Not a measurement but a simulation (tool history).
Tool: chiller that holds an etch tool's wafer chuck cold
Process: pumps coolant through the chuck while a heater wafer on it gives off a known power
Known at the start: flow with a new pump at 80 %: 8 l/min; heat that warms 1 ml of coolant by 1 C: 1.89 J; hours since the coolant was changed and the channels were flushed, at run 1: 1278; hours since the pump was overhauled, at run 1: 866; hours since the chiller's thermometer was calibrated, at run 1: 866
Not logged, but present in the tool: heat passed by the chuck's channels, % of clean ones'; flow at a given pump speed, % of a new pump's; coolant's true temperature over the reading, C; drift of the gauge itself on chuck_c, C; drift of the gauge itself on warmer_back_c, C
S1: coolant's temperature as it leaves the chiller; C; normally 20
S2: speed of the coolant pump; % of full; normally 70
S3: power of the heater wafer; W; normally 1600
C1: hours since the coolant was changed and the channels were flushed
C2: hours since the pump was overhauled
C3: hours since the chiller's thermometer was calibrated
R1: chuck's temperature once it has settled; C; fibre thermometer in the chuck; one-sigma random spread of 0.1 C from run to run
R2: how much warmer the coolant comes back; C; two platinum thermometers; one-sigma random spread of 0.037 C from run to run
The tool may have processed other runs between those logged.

run,day,S1,S2,S3,C1,C2,C3,R1,R2
1,0,20,70,1600,1278,866,866,34.6,7.31
2,0.933,20,70,1600,1300,888,888,34.9,7.35
3,2.346,20,70,1600,1334,922,922,34.8,7.36
4,3.658,20,70,1600,1366,954,954,34.9,7.33
5,4.804,20,70,2324,1393,981,981,41.8,10.66
6,5.488,20,70,1600,1409,997,997,35,7.33
7,6.783,20,70,1600,1441,1029,1029,35,7.39
8,7.562,20,70,1600,1459,1047,1047,34.9,7.42
9,8.962,20,70,1600,1493,1081,1081,34.7,7.35
10,9.658,20,70,1600,1510,1097,1097,34.9,7.3
11,11.1,20,70,1600,1544,1132,1132,34.8,7.43
12,12.604,20,70,1600,1580,1168,1168,35,7.39
13,14.033,20,70,1600,1614,1202,1202,35,7.4
14,14.696,20,70,1600,1630,1218,1218,35,7.42
15,15.567,20,70,1600,1651,1239,1239,35.1,7.46
16,17.05,20,70,1600,1687,1275,1275,35.1,7.49
17,18.154,20,70,1600,1713,1301,1301,35,7.43
18,19.229,18,87,835,1739,1327,1327,24.7,3.11
19,20.162,18,87,1578,1762,1350,1350,30.8,5.93
20,21.079,18,87,1578,1784,1372,1372,30.8,6.01
21,22.029,11,70,1974,1806,1394,1394,29.8,9.17
22,23.629,11,70,1974,1845,1433,1433,29.7,9.14
23,24.808,26,70,1257,1873,1461,1461,37.8,5.86
24,26.142,15,70,1272,1905,1493,1493,26.9,5.88
25,27.65,18,70,1600,1941,1529,1529,33.2,7.46
26,28.754,11,91,931,1968,1556,1556,18.4,3.32
27,29.604,11,91,931,1988,1576,1576,18.4,3.28
28,30.525,18,64,1269,2010,1598,1598,30.8,6.42
29,32.138,20,68,1269,2049,1637,1637,32.2,6.09
30,33.338,20,68,1269,2078,1666,1666,32.2,6.1
31,34.271,20,68,1269,2100,1688,1688,32.2,6.06
32,35.092,21,68,1269,2120,1708,1708,33.2,6.11

Each row is a separate what-if for the run after 32, all from the same tool condition, not one after another. Results?
A,35.942,13,70,1600,2140,1728,1728,?,?
B,35.942,16,68,1269,2140,1728,1728,?,?
C,35.942,10,68,1269,2140,1728,1728,?,?
D,35.942,16,61,1199,2140,1728,1728,?,?

run,R1,R2
A,28.3,7.47
B,28.1,6.14
C,22.2,6.09
D,28.5,6.44
The same runs, with their run-to-run variation unchanged, on a tool lacking any hidden condition would have given:
run,R1,R2
A,27.5,7.23
B,27.5,5.95
C,21.6,5.9
D,27.9,6.24
